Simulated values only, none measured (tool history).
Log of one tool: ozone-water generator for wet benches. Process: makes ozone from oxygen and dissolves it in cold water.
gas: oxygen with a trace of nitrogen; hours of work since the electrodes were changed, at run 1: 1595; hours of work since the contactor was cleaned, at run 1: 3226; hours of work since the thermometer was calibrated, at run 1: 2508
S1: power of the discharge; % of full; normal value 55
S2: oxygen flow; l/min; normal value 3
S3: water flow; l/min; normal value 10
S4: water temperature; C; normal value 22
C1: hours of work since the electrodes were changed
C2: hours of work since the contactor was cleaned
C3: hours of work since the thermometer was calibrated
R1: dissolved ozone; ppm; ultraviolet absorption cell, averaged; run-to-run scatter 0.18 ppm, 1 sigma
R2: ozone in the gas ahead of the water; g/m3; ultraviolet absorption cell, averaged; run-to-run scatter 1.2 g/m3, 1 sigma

run    hour  S1    S2  S3  S4    C1    C2    C3    R1     R2
  1       0  55     3  10  22  1595  3226  2508  24.7  208.7
  2   146.4  55     3  10  22  1715  3345  2628  24.2  208.9
  3   330.6  55  3.46  10  22  1865  3496  2778  23.8  188.2
  4   540.6  55  3.46  10  22  2037  3667  2950    24  188.4
  5   704.6  55  1.58  10  22  2171  3801  3084  25.5  310.3
  6   887.8  55  1.58  10  22  2321  3951  3233  25.2  309.7
  7   976.1  55     3  10  22  2393  4023  3306  24.5    205
  8  1183.1  55     3  10  22  2562  4192  3475  24.1  206.8
  9  1292.2  55     3  10  22  2651  4281  3564  24.1  204.7
 10  1487.5  76     3   7  22  2811  4441  3723  36.8  255.9
 11  1697.7  76     3   7  22  2983  4613  3895  36.7  252.3
     1847.1  -- water thermometer calibrated
 12  1878.1  55  4.76  10  15  3130  4760    25  25.2  153.2
 13  1980.9  55  4.76  10  15  3214  4844   109  25.1  152.5
 14  2132.3  55     3   7  16  3337  4968   233  33.2  203.9
 15  2235.7  98   1.9   7  20  3422  5052   318  48.4  400.2

4 options for the next run, each taken on its own from the tool as it stands now. Forecast them:
  A  2407.4  46     3  10  22  3562  5192  458   ?   ?
  B  2407.4  55     3  10  22  3562  5192  458   ?   ?
  C  2407.4  94  2.11   6  20  3562  5192  458   ?   ?
  D  2407.4  55  1.92  10  22  3562  5192  458   ?   ?

run    R1     R2
  A  21.1  180.6
  B  24.2  203.4
  C  51.1  361.9
  D  24.8    269
With the hidden condition removed and each run's random variation left untouched, the same runs would have given:
run    R1     R2
  A  22.3  185.8
  B  25.7  210.3
  C  54.9  379.5
  D  26.4    278
